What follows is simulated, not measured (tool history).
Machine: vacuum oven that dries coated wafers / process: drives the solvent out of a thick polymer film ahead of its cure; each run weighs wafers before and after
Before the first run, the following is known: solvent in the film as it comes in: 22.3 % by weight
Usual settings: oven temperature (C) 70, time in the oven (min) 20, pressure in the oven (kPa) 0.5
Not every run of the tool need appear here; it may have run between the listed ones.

Run 1, hour 0: usual settings. Result: solvent left in the film (%) 3.76.
Run 2, hour 65.7: usual settings but time in the oven (min) 16. Result: solvent left in the film (%) 4.92.
Run 3, hour 129.9: usual settings but time in the oven (min) 16. Result: solvent left in the film (%) 4.86.
Run 4, hour 166.2: usual settings but pressure in the oven (kPa) 0.283. Result: solvent left in the film (%) 3.45.
Run 5, hour 223.4: usual settings but pressure in the oven (kPa) 0.283. Result: solvent left in the film (%) 3.4.
At hour 229.7: oven's thermocouples calibrated.
Run 6, hour 275.7: usual settings but pressure in the oven (kPa) 0.26. Result: solvent left in the film (%) 3.15.
Run 7, hour 336.6: usual settings but pressure in the oven (kPa) 0.26. Result: solvent left in the film (%) 3.09.
Run 8, hour 396.1: usual settings but oven temperature (C) 82, pressure in the oven (kPa) 0.26. Result: solvent left in the film (%) 0.61.
Run 9, hour 449.1: usual settings but oven temperature (C) 82, pressure in the oven (kPa) 0.26. Result: solvent left in the film (%) 0.58.
Run 10, hour 523.6: usual settings but time in the oven (min) 11. Result: solvent left in the film (%) 6.83.
Run 11, hour 590.5: usual settings but time in the oven (min) 11. Result: solvent left in the film (%) 6.63.
Run 12, hour 677.1: usual settings but time in the oven (min) 21, pressure in the oven (kPa) 1.534. Result: solvent left in the film (%) 3.81.
At hour 723.2: oven's thermocouples calibrated, once more.
Run 13, hour 758.6: usual settings but oven temperature (C) 63, time in the oven (min) 16, pressure in the oven (kPa) 0.348. Result: solvent left in the film (%) 8.67.
Run 14, hour 840.9: usual settings but oven temperature (C) 77, time in the oven (min) 21, pressure in the oven (kPa) 0.609. Result: solvent left in the film (%) 1.79.
Run 15, hour 913.4: usual settings but oven temperature (C) 77, time in the oven (min) 21, pressure in the oven (kPa) 0.609. Result: solvent left in the film (%) 1.85.
Run 16, hour 999.9: usual settings but oven temperature (C) 74, time in the oven (min) 29, pressure in the oven (kPa) 1.083. Result: solvent left in the film (%) 1.91.
Run 17, hour 1079.3: usual settings but oven temperature (C) 74, time in the oven (min) 29, pressure in the oven (kPa) 1.083. Result: solvent left in the film (%) 1.84.

Each row is a separate what-if for the run after 17, all from the same tool condition, not one after another. Results?
Run A, hour 1123.5: usual settings but time in the oven (min) 26. Result: solvent left in the film (%) ?.
Run B, hour 1123.5: usual settings but oven temperature (C) 73, time in the oven (min) 11, pressure in the oven (kPa) 1.083. Result: solvent left in the film (%) ?.
Run C, hour 1123.5: usual settings but time in the oven (min) 10, pressure in the oven (kPa) 0.769. Result: solvent left in the film (%) ?.

run  solvent left in the film (%)
  A                          2.74
  B                          6.87
  C                          8.66
Without the tool's hidden state the same runs would have given:
run  solvent left in the film (%)
  A                          2.59
  B                          6.87
  C                          8.65
